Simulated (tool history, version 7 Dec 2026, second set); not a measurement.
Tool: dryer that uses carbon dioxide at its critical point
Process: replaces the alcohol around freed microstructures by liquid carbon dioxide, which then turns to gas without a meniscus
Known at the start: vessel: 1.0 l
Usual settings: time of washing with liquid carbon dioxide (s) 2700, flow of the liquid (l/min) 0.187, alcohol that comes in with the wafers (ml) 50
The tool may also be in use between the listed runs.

run,hour,time of washing with liquid carbon dioxide (s),flow of the liquid (l/min),alcohol that comes in with the wafers (ml),alcohol left in the vessel before it's heated (ppm by volume)
1,0,2700,0.187,50,189
2,50.7,2700,0.187,50,195
3,93,2700,0.187,50,216
4,147.9,2700,0.187,50,231
5,210.6,2700,0.187,50,265
# hour 221.2: inlet filter changed
6,266.7,2700,0.187,50,227
7,313.3,2700,0.187,50,247
8,359.2,2700,0.187,50,260
9,389.5,2700,0.187,50,276
10,420.2,2700,0.187,50,295
11,465,2700,0.187,26,258
12,511.2,2700,0.187,26,276
# hour 542.2: inlet filter changed
13,558.5,2700,0.187,26,280
14,586.8,2040,0.187,50,521
15,622.6,2040,0.187,50,547
# hour 629.1: purifier's bed changed
16,667.6,2700,0.141,22,165
17,706.6,2460,0.168,21,118
18,765.7,2460,0.168,21,142
19,817.9,4020,0.133,77,151
20,849.2,4020,0.133,77,159
# hour 867.2: inlet filter changed
21,897.6,2520,0.255,50,68
22,946.8,1980,0.187,59,445
23,980.6,1980,0.187,59,489
24,1022.8,1980,0.187,59,523
25,1061.1,2700,0.305,117,93
26,1110.1,2640,0.265,93,118

Forecast each of these 3 alternatives for the next run:
A,1161.6,2640,0.195,42,?
B,1161.6,1740,0.134,78,?
C,1161.6,4260,0.247,93,?

run,alcohol left in the vessel before it's heated (ppm by volume)
A,185
B,4554
C,123
Without the tool's hidden state the same runs would have given:
run,alcohol left in the vessel before it's heated (ppm by volume)
A,37
B,3211
C,5

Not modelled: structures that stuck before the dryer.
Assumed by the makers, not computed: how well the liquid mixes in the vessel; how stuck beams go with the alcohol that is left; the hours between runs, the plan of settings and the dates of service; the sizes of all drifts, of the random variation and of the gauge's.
